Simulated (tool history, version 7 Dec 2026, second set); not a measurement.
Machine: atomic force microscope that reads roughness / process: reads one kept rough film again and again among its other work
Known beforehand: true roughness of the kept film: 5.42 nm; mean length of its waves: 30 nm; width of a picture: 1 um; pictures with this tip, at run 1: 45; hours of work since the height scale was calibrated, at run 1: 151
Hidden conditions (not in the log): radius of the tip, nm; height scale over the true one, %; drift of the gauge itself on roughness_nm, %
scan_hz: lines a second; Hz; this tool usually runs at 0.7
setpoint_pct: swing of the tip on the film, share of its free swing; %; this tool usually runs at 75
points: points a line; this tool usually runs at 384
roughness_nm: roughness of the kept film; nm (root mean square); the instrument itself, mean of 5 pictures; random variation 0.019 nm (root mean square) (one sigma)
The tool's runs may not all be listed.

run,day,scan_hz,setpoint_pct,points,pictures with this tip,hours of work since the height scale was calibrated,roughness_nm
1,0,0.7,75,384,45,151,4.196
2,0.992,0.7,75,384,72,162,4.07
3,1.933,0.7,75,294,98,172,3.876
4,3.138,0.7,75,294,130,185,3.706
# day 3.271: new tip fitted
5,4.425,0.7,75,384,32,199,4.286
6,5.717,0.7,75,384,67,213,4.119
7,6.504,0.7,75,384,88,221,3.975
8,7.521,0.7,75,384,116,232,3.827
# day 8.25: new tip fitted
9,8.317,0.7,75,726,2,241,4.566
10,9.754,0.7,75,726,41,256,4.336
11,11.004,0.7,75,726,75,270,4.075
12,11.725,0.7,75,726,94,277,3.973
13,13.042,0.7,75,726,130,292,3.806
# day 13.225: new tip fitted
14,14.146,0.7,75,726,25,304,4.434
15,15.342,1.526,75,384,58,316,3.894
16,16.05,0.7,75,384,77,324,4.043
17,17.233,0.7,75,384,109,337,3.857
18,18.004,2.149,89,681,130,345,2.963
# day 18.208: new tip fitted
19,19.146,0.865,70,500,25,357,4.351
20,20.233,3.074,83,636,55,369,3.217
21,21.683,1.176,62,463,94,385,4.01
22,22.55,0.832,55,384,118,394,3.95
# day 23.133: new tip fitted
23,23.962,0.743,75,342,22,409,4.411
24,25.338,0.743,75,672,60,424,4.145
25,25.983,0.527,73,384,77,431,4.137
26,27.438,0.7,75,437,117,447,3.849
# day 28.075: new tip fitted
27,28.462,0.7,65,398,11,458,4.579
28,29.717,0.7,56,760,45,472,4.403
29,30.362,0.7,56,760,62,479,4.341
30,31.442,2.051,60,894,92,490,3.952
31,32.462,2.051,60,894,119,501,3.815
# day 32.992: new tip fitted
32,33.779,2.051,60,894,22,515,4.346
33,35.054,2.051,60,550,56,529,4.14
34,35.888,2.051,60,550,79,538,4.028

For some of the steps in roughness_nm from one run to the next: how much would appear even if the tool had no hidden state, given the settings, what came in and random variation, and how much remains for the hidden state plus any gauge scatter that the measured result and the result without hidden state don't share?
Run 8 -> 9: points 384 -> 726, new tip fitted. roughness_nm +0.739 nm (root mean square): hidden state +0.706, all else +0.033.
Run 17 -> 18: scan_hz 0.7 -> 2.149, setpoint_pct 75 -> 89, points 384 -> 681. roughness_nm -0.894 nm (root mean square): hidden state +0.063, all else -0.957.
Run 18 -> 19: scan_hz 2.149 -> 0.865, setpoint_pct 89 -> 70, points 681 -> 500, new tip fitted. roughness_nm +1.388 nm (root mean square): hidden state +0.411, all else +0.977.
Run 19 -> 20: scan_hz 0.865 -> 3.074, setpoint_pct 70 -> 83, points 500 -> 636. roughness_nm -1.134 nm (root mean square): hidden state -0.087, all else -1.047.
Run 22 -> 23: scan_hz 0.832 -> 0.743, setpoint_pct 55 -> 75, points 384 -> 342, new tip fitted. roughness_nm +0.461 nm (root mean square): hidden state +0.635, all else -0.174.
Run 26 -> 27: setpoint_pct 75 -> 65, points 437 -> 398, new tip fitted. roughness_nm +0.73 nm (root mean square): hidden state +0.633, all else +0.097.

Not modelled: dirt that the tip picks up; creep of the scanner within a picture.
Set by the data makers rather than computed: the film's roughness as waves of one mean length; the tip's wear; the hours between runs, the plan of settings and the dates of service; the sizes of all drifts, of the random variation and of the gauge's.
